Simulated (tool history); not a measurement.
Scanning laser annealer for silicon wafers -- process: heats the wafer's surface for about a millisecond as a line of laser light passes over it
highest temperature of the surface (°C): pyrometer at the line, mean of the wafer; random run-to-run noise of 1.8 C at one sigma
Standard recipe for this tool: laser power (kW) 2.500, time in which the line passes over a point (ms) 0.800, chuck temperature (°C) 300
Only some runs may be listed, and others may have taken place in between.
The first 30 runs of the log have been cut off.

run     day  laser power (kW)  time in which the line passes over a point (ms)  chuck temperature (°C)  highest temperature of the surface (°C)
 31  61.958             2.376                                            0.639                     266                                      879
 32  64.771             2.447                                            0.944                     286                                     1038
 33  66.512             2.135                                            0.701                     300                                      861
 34  68.417             2.529                                            0.562                     335                                      942
 35  69.742             2.529                                            0.562                     335                                      941
 36  72.625             2.529                                            0.562                     283                                      886
 37  74.308             2.657                                            0.562                     283                                      918
     76.167  -- window over the wafer cleaned
 38  76.729             2.342                                            0.912                     279                                      998

Each row is a separate what-if for the run after 38, all from the same tool condition, not one after another. Results?
  A  78.858             2.727                                            0.912                     279                                        ?
  B  78.858             2.735                                            0.726                     274                                        ?
  C  78.858             2.718                                            0.838                     286                                        ?
  D  78.858             2.139                                            0.912                     318                                        ?

run  highest temperature of the surface (°C)
  A                                     1126
  B                                     1038
  C                                     1100
  D                                      964
Take away the tool's hidden state, keep each run's random variation, and the runs would have read:
run  highest temperature of the surface (°C)
  A                                     1142
  B                                     1053
  C                                     1115
  D                                      977
